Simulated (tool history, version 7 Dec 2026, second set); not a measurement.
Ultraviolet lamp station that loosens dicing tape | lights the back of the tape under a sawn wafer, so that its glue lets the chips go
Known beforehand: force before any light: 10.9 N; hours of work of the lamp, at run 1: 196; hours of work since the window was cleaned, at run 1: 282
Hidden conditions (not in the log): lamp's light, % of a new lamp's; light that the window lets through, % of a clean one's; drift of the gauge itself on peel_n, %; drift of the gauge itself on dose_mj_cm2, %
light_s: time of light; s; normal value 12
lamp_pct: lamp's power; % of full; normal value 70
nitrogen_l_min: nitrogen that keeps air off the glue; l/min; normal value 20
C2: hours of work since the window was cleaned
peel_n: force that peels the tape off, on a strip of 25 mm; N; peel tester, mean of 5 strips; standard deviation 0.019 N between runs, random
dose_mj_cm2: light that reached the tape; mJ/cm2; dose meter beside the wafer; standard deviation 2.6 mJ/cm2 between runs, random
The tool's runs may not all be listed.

{"run": 1, "hour": 0.0, "light_s": 12, "lamp_pct": 70, "nitrogen_l_min": 20, "hours of work of the lamp": 196, "C2": 282, "peel_n": 1.246, "dose_mj_cm2": 293}
{"run": 2, "hour": 5.2, "light_s": 12, "lamp_pct": 70, "nitrogen_l_min": 20, "hours of work of the lamp": 199, "C2": 285, "peel_n": 1.241, "dose_mj_cm2": 299}
{"run": 3, "hour": 11.7, "light_s": 12, "lamp_pct": 89, "nitrogen_l_min": 20, "hours of work of the lamp": 203, "C2": 289, "peel_n": 0.728, "dose_mj_cm2": 374}
{"run": 4, "hour": 19.5, "light_s": 12, "lamp_pct": 89, "nitrogen_l_min": 20, "hours of work of the lamp": 207, "C2": 293, "peel_n": 0.762, "dose_mj_cm2": 375}
{"run": 5, "hour": 26.2, "light_s": 12, "lamp_pct": 89, "nitrogen_l_min": 20, "hours of work of the lamp": 211, "C2": 297, "peel_n": 0.743, "dose_mj_cm2": 371}
{"run": 6, "hour": 38.1, "light_s": 12, "lamp_pct": 89, "nitrogen_l_min": 20, "hours of work of the lamp": 218, "C2": 304, "peel_n": 0.756, "dose_mj_cm2": 374}
{"run": 7, "hour": 47.5, "light_s": 12, "lamp_pct": 89, "nitrogen_l_min": 20, "hours of work of the lamp": 223, "C2": 309, "peel_n": 0.746, "dose_mj_cm2": 373}
{"run": 8, "hour": 60.0, "light_s": 12, "lamp_pct": 89, "nitrogen_l_min": 20, "hours of work of the lamp": 230, "C2": 317, "peel_n": 0.78, "dose_mj_cm2": 371}
{"run": 9, "hour": 65.4, "light_s": 12, "lamp_pct": 64, "nitrogen_l_min": 20, "hours of work of the lamp": 234, "C2": 320, "peel_n": 1.56, "dose_mj_cm2": 271}
{"run": 10, "hour": 70.5, "light_s": 12, "lamp_pct": 64, "nitrogen_l_min": 20, "hours of work of the lamp": 237, "C2": 323, "peel_n": 1.504, "dose_mj_cm2": 264}
{"run": 11, "hour": 78.6, "light_s": 12, "lamp_pct": 64, "nitrogen_l_min": 20, "hours of work of the lamp": 241, "C2": 327, "peel_n": 1.555, "dose_mj_cm2": 266}
{"run": 12, "hour": 83.7, "light_s": 12, "lamp_pct": 70, "nitrogen_l_min": 39, "hours of work of the lamp": 244, "C2": 330, "peel_n": 0.862, "dose_mj_cm2": 287}
{"run": 13, "hour": 92.0, "light_s": 12, "lamp_pct": 70, "nitrogen_l_min": 39, "hours of work of the lamp": 249, "C2": 335, "peel_n": 0.841, "dose_mj_cm2": 288}
{"run": 14, "hour": 102.4, "light_s": 12, "lamp_pct": 70, "nitrogen_l_min": 39, "hours of work of the lamp": 255, "C2": 341, "peel_n": 0.866, "dose_mj_cm2": 289}
{"run": 15, "hour": 107.5, "light_s": 12, "lamp_pct": 70, "nitrogen_l_min": 39, "hours of work of the lamp": 258, "C2": 344, "peel_n": 0.864, "dose_mj_cm2": 284}
{"run": 16, "hour": 116.4, "light_s": 12, "lamp_pct": 70, "nitrogen_l_min": 39, "hours of work of the lamp": 263, "C2": 349, "peel_n": 0.867, "dose_mj_cm2": 286}
{"run": 17, "hour": 128.5, "light_s": 9, "lamp_pct": 70, "nitrogen_l_min": 20, "hours of work of the lamp": 270, "C2": 356, "peel_n": 2.293, "dose_mj_cm2": 212}
{"run": 18, "hour": 135.2, "light_s": 9, "lamp_pct": 70, "nitrogen_l_min": 20, "hours of work of the lamp": 274, "C2": 360, "peel_n": 2.219, "dose_mj_cm2": 213}
{"run": 19, "hour": 144.0, "light_s": 12, "lamp_pct": 70, "nitrogen_l_min": 20, "hours of work of the lamp": 279, "C2": 365, "peel_n": 1.343, "dose_mj_cm2": 284}
{"run": 20, "hour": 150.2, "light_s": 12, "lamp_pct": 70, "nitrogen_l_min": 20, "hours of work of the lamp": 283, "C2": 369, "peel_n": 1.33, "dose_mj_cm2": 285}
{"run": 21, "hour": 158.8, "light_s": 12, "lamp_pct": 70, "nitrogen_l_min": 20, "hours of work of the lamp": 287, "C2": 374, "peel_n": 1.372, "dose_mj_cm2": 280}
{"run": 22, "hour": 168.7, "light_s": 12, "lamp_pct": 70, "nitrogen_l_min": 20, "hours of work of the lamp": 293, "C2": 379, "peel_n": 1.311, "dose_mj_cm2": 278}
{"run": 23, "hour": 174.3, "light_s": 13, "lamp_pct": 87, "nitrogen_l_min": 7, "hours of work of the lamp": 296, "C2": 383, "peel_n": 1.636, "dose_mj_cm2": 375}
{"run": 24, "hour": 180.6, "light_s": 12, "lamp_pct": 80, "nitrogen_l_min": 34, "hours of work of the lamp": 300, "C2": 386, "peel_n": 0.73, "dose_mj_cm2": 320}
{"run": 25, "hour": 190.1, "light_s": 13, "lamp_pct": 89, "nitrogen_l_min": 7, "hours of work of the lamp": 306, "C2": 392, "peel_n": 1.53, "dose_mj_cm2": 382}
{"run": 26, "hour": 195.7, "light_s": 15, "lamp_pct": 73, "nitrogen_l_min": 17, "hours of work of the lamp": 309, "C2": 395, "peel_n": 0.901, "dose_mj_cm2": 358}
{"run": 27, "hour": 208.2, "light_s": 12, "lamp_pct": 70, "nitrogen_l_min": 6, "hours of work of the lamp": 316, "C2": 402, "peel_n": 2.834, "dose_mj_cm2": 277}
{"run": 28, "hour": 219.8, "light_s": 12, "lamp_pct": 70, "nitrogen_l_min": 10, "hours of work of the lamp": 323, "C2": 409, "peel_n": 2.255, "dose_mj_cm2": 279}
{"hour": 221.8, "done": "window cleaned of glue's vapour"}
{"run": 29, "hour": 227.6, "light_s": 7, "lamp_pct": 63, "nitrogen_l_min": 8, "hours of work of the lamp": 327, "C2": 3, "peel_n": 4.482, "dose_mj_cm2": 159}
{"run": 30, "hour": 238.2, "light_s": 7, "lamp_pct": 63, "nitrogen_l_min": 8, "hours of work of the lamp": 333, "C2": 9, "peel_n": 4.426, "dose_mj_cm2": 163}
{"run": 31, "hour": 244.7, "light_s": 7, "lamp_pct": 63, "nitrogen_l_min": 8, "hours of work of the lamp": 337, "C2": 13, "peel_n": 4.701, "dose_mj_cm2": 162}
{"run": 32, "hour": 256.3, "light_s": 16, "lamp_pct": 67, "nitrogen_l_min": 20, "hours of work of the lamp": 344, "C2": 20, "peel_n": 0.659, "dose_mj_cm2": 386}
{"run": 33, "hour": 263.8, "light_s": 16, "lamp_pct": 67, "nitrogen_l_min": 20, "hours of work of the lamp": 348, "C2": 24, "peel_n": 0.681, "dose_mj_cm2": 388}
{"run": 34, "hour": 274.9, "light_s": 18, "lamp_pct": 79, "nitrogen_l_min": 11, "hours of work of the lamp": 354, "C2": 31, "peel_n": 0.603, "dose_mj_cm2": 521}
{"run": 35, "hour": 282.1, "light_s": 15, "lamp_pct": 86, "nitrogen_l_min": 6, "hours of work of the lamp": 358, "C2": 35, "peel_n": 1.176, "dose_mj_cm2": 464}
{"run": 36, "hour": 287.2, "light_s": 8, "lamp_pct": 76, "nitrogen_l_min": 20, "hours of work of the lamp": 361, "C2": 38, "peel_n": 2.13, "dose_mj_cm2": 217}
{"run": 37, "hour": 297.6, "light_s": 10, "lamp_pct": 62, "nitrogen_l_min": 14, "hours of work of the lamp": 367, "C2": 44, "peel_n": 2.48, "dose_mj_cm2": 229}
{"run": 38, "hour": 308.9, "light_s": 15, "lamp_pct": 76, "nitrogen_l_min": 15, "hours of work of the lamp": 374, "C2": 50, "peel_n": 0.766, "dose_mj_cm2": 408}
{"run": 39, "hour": 314.3, "light_s": 15, "lamp_pct": 76, "nitrogen_l_min": 15, "hours of work of the lamp": 377, "C2": 53, "peel_n": 0.771, "dose_mj_cm2": 409}
{"run": 40, "hour": 321.8, "light_s": 15, "lamp_pct": 76, "nitrogen_l_min": 15, "hours of work of the lamp": 381, "C2": 58, "peel_n": 0.79, "dose_mj_cm2": 405}
{"run": 41, "hour": 329.2, "light_s": 9, "lamp_pct": 76, "nitrogen_l_min": 7, "hours of work of the lamp": 386, "C2": 62, "peel_n": 3.209, "dose_mj_cm2": 242}
{"run": 42, "hour": 339.8, "light_s": 15, "lamp_pct": 64, "nitrogen_l_min": 8, "hours of work of the lamp": 392, "C2": 68, "peel_n": 1.773, "dose_mj_cm2": 345}
{"run": 43, "hour": 346.4, "light_s": 15, "lamp_pct": 64, "nitrogen_l_min": 8, "hours of work of the lamp": 396, "C2": 72, "peel_n": 1.829, "dose_mj_cm2": 338}

5 ways to go on from here, each from the tool as it stands after run 43. What would each give?
{"run": "A", "hour": 357.6, "light_s": 8, "lamp_pct": 86, "nitrogen_l_min": 20, "hours of work of the lamp": 402, "C2": 78, "peel_n": "?", "dose_mj_cm2": "?"}
{"run": "B", "hour": 357.6, "light_s": 9, "lamp_pct": 87, "nitrogen_l_min": 20, "hours of work of the lamp": 402, "C2": 78, "peel_n": "?", "dose_mj_cm2": "?"}
{"run": "C", "hour": 357.6, "light_s": 11, "lamp_pct": 96, "nitrogen_l_min": 33, "hours of work of the lamp": 402, "C2": 78, "peel_n": "?", "dose_mj_cm2": "?"}
{"run": "D", "hour": 357.6, "light_s": 12, "lamp_pct": 68, "nitrogen_l_min": 20, "hours of work of the lamp": 402, "C2": 78, "peel_n": "?", "dose_mj_cm2": "?"}
{"run": "E", "hour": 357.6, "light_s": 19, "lamp_pct": 71, "nitrogen_l_min": 19, "hours of work of the lamp": 402, "C2": 78, "peel_n": "?", "dose_mj_cm2": "?"}

run=A peel_n=1.764 dose_mj_cm2=243
run=B peel_n=1.393 dose_mj_cm2=271
run=C peel_n=0.527 dose_mj_cm2=369
run=D peel_n=1.330 dose_mj_cm2=290
run=E peel_n=0.436 dose_mj_cm2=468
With the hidden condition removed and each run's random variation left untouched, the same runs would have given:
run=A peel_n=1.389 dose_mj_cm2=277
run=B peel_n=1.070 dose_mj_cm2=310
run=C peel_n=0.383 dose_mj_cm2=421
run=D peel_n=1.014 dose_mj_cm2=330
run=E peel_n=0.318 dose_mj_cm2=534
